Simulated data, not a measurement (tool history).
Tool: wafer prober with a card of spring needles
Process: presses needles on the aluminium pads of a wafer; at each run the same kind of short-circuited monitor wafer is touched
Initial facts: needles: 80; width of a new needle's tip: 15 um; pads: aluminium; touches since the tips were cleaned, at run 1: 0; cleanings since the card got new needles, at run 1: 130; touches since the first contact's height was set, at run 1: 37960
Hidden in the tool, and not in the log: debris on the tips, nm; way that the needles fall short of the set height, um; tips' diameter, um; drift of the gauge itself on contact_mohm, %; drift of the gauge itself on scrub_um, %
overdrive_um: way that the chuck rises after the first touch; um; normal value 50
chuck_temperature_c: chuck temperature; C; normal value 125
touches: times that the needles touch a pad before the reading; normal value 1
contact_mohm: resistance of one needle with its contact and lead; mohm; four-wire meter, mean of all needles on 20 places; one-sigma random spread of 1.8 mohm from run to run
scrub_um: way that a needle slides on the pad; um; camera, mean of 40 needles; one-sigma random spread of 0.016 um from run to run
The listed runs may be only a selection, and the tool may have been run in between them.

run	day	overdrive_um	chuck_temperature_c	touches	touches since the tips were cleaned	cleanings since the card got new needles	touches since the first contact's height was set	contact_mohm	scrub_um
1	0	50	125	1	0	130	37960	189	12.8
# day 0.471: tips cleaned on abrasive film
# day 0.942: tips cleaned on abrasive film
# day 1.317: tips cleaned on abrasive film
2	1.554	50	125	1	3952	133	63604	189	12.72
# day 1.746: tips cleaned on abrasive film
# day 2.217: tips cleaned on abrasive film
# day 2.688: tips cleaned on abrasive film
# day 2.979: height of the first contact set anew
# day 3.079: tips cleaned on abrasive film
# day 3.458: tips cleaned on abrasive film
3	3.458	50	125	1	0	138	7822	189	12.77
# day 3.929: tips cleaned on abrasive film
# day 4.304: tips cleaned on abrasive film
# day 4.775: tips cleaned on abrasive film
4	5.142	50	125	1	6068	141	35571	190	12.76
# day 5.238: tips cleaned on abrasive film
# day 5.617: tips cleaned on abrasive film
# day 6.088: tips cleaned on abrasive film
# day 6.558: tips cleaned on abrasive film
# day 6.933: tips cleaned on abrasive film
# day 7.312: tips cleaned on abrasive film
# day 7.783: tips cleaned on abrasive film
5	7.812	50	125	1	495	148	79451	187	12.77
# day 8.188: tips cleaned on abrasive film
# day 8.296: height of the first contact set anew
# day 8.671: tips cleaned on abrasive film
# day 9.05: tips cleaned on abrasive film
# day 9.521: tips cleaned on abrasive film
# day 9.992: tips cleaned on abrasive film
6	10.208	50	125	1	3628	153	31519	187	12.74
# day 10.4: tips cleaned on abrasive film
# day 10.871: tips cleaned on abrasive film
# day 11.342: tips cleaned on abrasive film
# day 11.717: tips cleaned on abrasive film
# day 12.188: tips cleaned on abrasive film
7	12.275	50	125	1	1462	158	65520	187	12.77
# day 12.654: tips cleaned on abrasive film
# day 13.125: tips cleaned on abrasive film
# day 13.596: tips cleaned on abrasive film
# day 13.608: height of the first contact set anew
# day 14.079: tips cleaned on abrasive film
# day 14.454: tips cleaned on abrasive film
# day 14.833: tips cleaned on abrasive film
# day 15.208: tips cleaned on abrasive film
8	15.492	50	125	1	4686	165	31026	192	12.76
# day 15.588: tips cleaned on abrasive film
# day 15.967: tips cleaned on abrasive film
# day 16.438: tips cleaned on abrasive film
# day 16.812: tips cleaned on abrasive film
# day 17.283: tips cleaned on abrasive film
# day 17.662: tips cleaned on abrasive film
9	18.004	50	125	1	5673	171	72335	189	12.77
# day 18.1: tips cleaned on abrasive film
# day 18.571: tips cleaned on abrasive film
# day 18.946: tips cleaned on abrasive film
# day 18.958: height of the first contact set anew
# day 19.367: tips cleaned on abrasive film
10	19.367	50	125	1	0	175	6670	193	12.78
# day 19.742: tips cleaned on abrasive film
# day 20.212: tips cleaned on abrasive film
# day 20.683: tips cleaned on abrasive film
# day 21.062: tips cleaned on abrasive film
11	21.317	50	90	1	4276	179	38836	178	12.77
# day 21.508: tips cleaned on abrasive film
# day 21.979: tips cleaned on abrasive film
# day 22.358: tips cleaned on abrasive film
# day 22.733: tips cleaned on abrasive film
# day 23.112: tips cleaned on abrasive film
# day 23.583: tips cleaned on abrasive film
# day 23.958: tips cleaned on abrasive film
12	24.204	50	90	1	4064	186	86285	181	12.77
# day 24.308: height of the first contact set anew
# day 24.408: tips cleaned on abrasive film
# day 24.783: tips cleaned on abrasive film
# day 25.162: tips cleaned on abrasive film
# day 25.538: tips cleaned on abrasive film
# day 26.008: tips cleaned on abrasive film
# day 26.388: tips cleaned on abrasive film
# day 26.762: tips cleaned on abrasive film
# day 27.15: tips cleaned on abrasive film
13	27.15	50	48	1	0	194	46657	174	12.77
# day 27.621: tips cleaned on abrasive film
# day 28: tips cleaned on abrasive film
# day 28.375: tips cleaned on abrasive film
# day 28.846: tips cleaned on abrasive film
# day 29.225: tips cleaned on abrasive film
# day 29.6: tips cleaned on abrasive film
# day 29.612: height of the first contact set anew
14	29.921	50	52	2	5081	200	5081	173	12.77
# day 30.017: tips cleaned on abrasive film
# day 30.396: tips cleaned on abrasive film
# day 30.862: tips cleaned on abrasive film
# day 31.242: tips cleaned on abrasive film
# day 31.621: tips cleaned on abrasive film
# day 32.088: tips cleaned on abrasive film
15	32.312	49	83	2	3736	206	44457	184	12.52
# day 32.504: tips cleaned on abrasive film
# day 32.975: tips cleaned on abrasive film
# day 33.354: tips cleaned on abrasive film
# day 33.825: tips cleaned on abrasive film
16	34.142	57	31	2	5309	210	74558	166	14.55
# day 34.242: tips cleaned on abrasive film
# day 34.712: tips cleaned on abrasive film
# day 34.908: height of the first contact set anew
# day 35.1: tips cleaned on abrasive film
# day 35.571: tips cleaned on abrasive film
# day 35.95: tips cleaned on abrasive film
# day 36.325: tips cleaned on abrasive film
# day 36.704: tips cleaned on abrasive film
# day 37.171: tips cleaned on abrasive film
17	37.358	41	67	1	3053	218	40240	187	10.47
# day 37.642: tips cleaned on abrasive film
# day 38.017: tips cleaned on abrasive film
# day 38.396: tips cleaned on abrasive film
# day 38.771: tips cleaned on abrasive film
# day 39.15: tips cleaned on abrasive film
18	39.367	34	125	1	3589	223	73269	210	8.66
# day 39.554: tips cleaned on abrasive film
# day 39.933: tips cleaned on abrasive film
# day 40.225: height of the first contact set anew
# day 40.325: tips cleaned on abrasive film
# day 40.7: tips cleaned on abrasive film
# day 41.079: tips cleaned on abrasive film
# day 41.454: tips cleaned on abrasive film
19	41.767	42	46	1	5210	229	25354	176	10.72
# day 41.867: tips cleaned on abrasive film
# day 42.338: tips cleaned on abrasive film
# day 42.808: tips cleaned on abrasive film
# day 43.183: tips cleaned on abrasive film
# day 43.625: tips cleaned on abrasive film
20	43.625	50	125	1	0	234	55833	189	12.74
# day 44.096: tips cleaned on abrasive film
# day 44.471: tips cleaned on abrasive film
# day 44.942: tips cleaned on abrasive film
# day 45.412: tips cleaned on abrasive film
# day 45.517: height of the first contact set anew
# day 45.8: tips cleaned on abrasive film
# day 46.179: tips cleaned on abrasive film
21	46.188	34	83	1	152	240	10999	198	8.67
# day 46.567: tips cleaned on abrasive film
# day 47.038: tips cleaned on abrasive film
# day 47.508: tips cleaned on abrasive film
# day 47.883: tips cleaned on abrasive film
# day 48.354: tips cleaned on abrasive film
# day 48.854: card fitted with new needles
22	49.012	51	47	1	2610	0	2610	172	13.01

Forecast run 23:
# day 49.296: tips cleaned on abrasive film
# day 49.671: tips cleaned on abrasive film
# day 50.142: tips cleaned on abrasive film
# day 50.612: tips cleaned on abrasive film
# day 50.992: tips cleaned on abrasive film
# day 51.462: tips cleaned on abrasive film
23	51.812	51	47	2	5855	6	48751	?	?

Run 23 gave contact_mohm 173 mohm, scrub_um 13.02 um.
With no hidden state in the tool, this same run would have given contact_mohm 173 mohm, scrub_um 13.02 um.
